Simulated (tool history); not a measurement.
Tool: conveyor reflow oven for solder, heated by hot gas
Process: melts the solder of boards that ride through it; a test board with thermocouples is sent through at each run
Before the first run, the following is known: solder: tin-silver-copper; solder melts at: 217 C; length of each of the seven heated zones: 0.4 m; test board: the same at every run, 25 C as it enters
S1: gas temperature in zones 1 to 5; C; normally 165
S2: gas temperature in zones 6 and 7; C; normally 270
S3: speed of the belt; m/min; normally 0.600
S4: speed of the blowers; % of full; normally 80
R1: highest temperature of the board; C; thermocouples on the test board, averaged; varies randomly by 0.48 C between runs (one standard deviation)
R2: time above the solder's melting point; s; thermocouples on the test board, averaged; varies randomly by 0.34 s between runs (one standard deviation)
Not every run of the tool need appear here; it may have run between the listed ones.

run,hour,S1,S2,S3,S4,R1,R2
1,0.0,165,270,0.600,80,256.7,60.6
2,18.6,165,270,0.600,80,255.9,60.5
3,37.8,165,270,0.600,66,254.5,59.3
4,54.7,165,274,0.600,80,259.7,62.9
5,65.9,165,274,0.600,80,259.6,63.3
6,77.0,165,263,0.600,80,250.1,56.0
7,87.3,165,263,0.600,80,249.1,56.0
8,104.6,165,263,0.600,80,249.2,56.1
9,124.6,165,263,0.600,80,248.7,56.2
10,146.4,165,270,0.546,80,260.3,71.3
11,160.3,165,270,0.546,80,260.4,71.0
12,176.9,165,270,0.546,80,260.5,71.3
13,192.0,165,271,0.621,80,259.0,60.3
14,210.3,152,273,0.621,80,257.3,57.2
15,228.0,170,270,0.600,79,258.2,65.1
16,246.5,170,270,0.586,72,257.0,66.3
17,261.9,170,270,0.586,72,257.3,65.3
18,278.6,170,270,0.586,72,257.7,66.4
19,297.2,165,266,0.715,57,244.2,41.1
20,310.9,168,268,0.697,80,251.7,50.6
21,330.6,168,268,0.697,80,251.6,50.3
22,341.9,168,268,0.697,80,252.1,50.3

Not shown: 1 entry that the log had between the listed runs. Between which runs, and how does the tool's hidden state differ before and after?
Runs 9 to 10: flux residue cleaned out of gas plates and filters (hour 146.4)
  heat that the gas passes to the board, % of a clean oven's: 88.5 -> 99.9; belt's true speed, % of the reading: 99.75 -> 99.73; true gas temperature in zones 6 and 7 over the reading, C: -1.42 -> -1.44
  measured minus no-state result, R1: -3.6 -> -1.4 C; R2: -3.4 -> -0.5 s
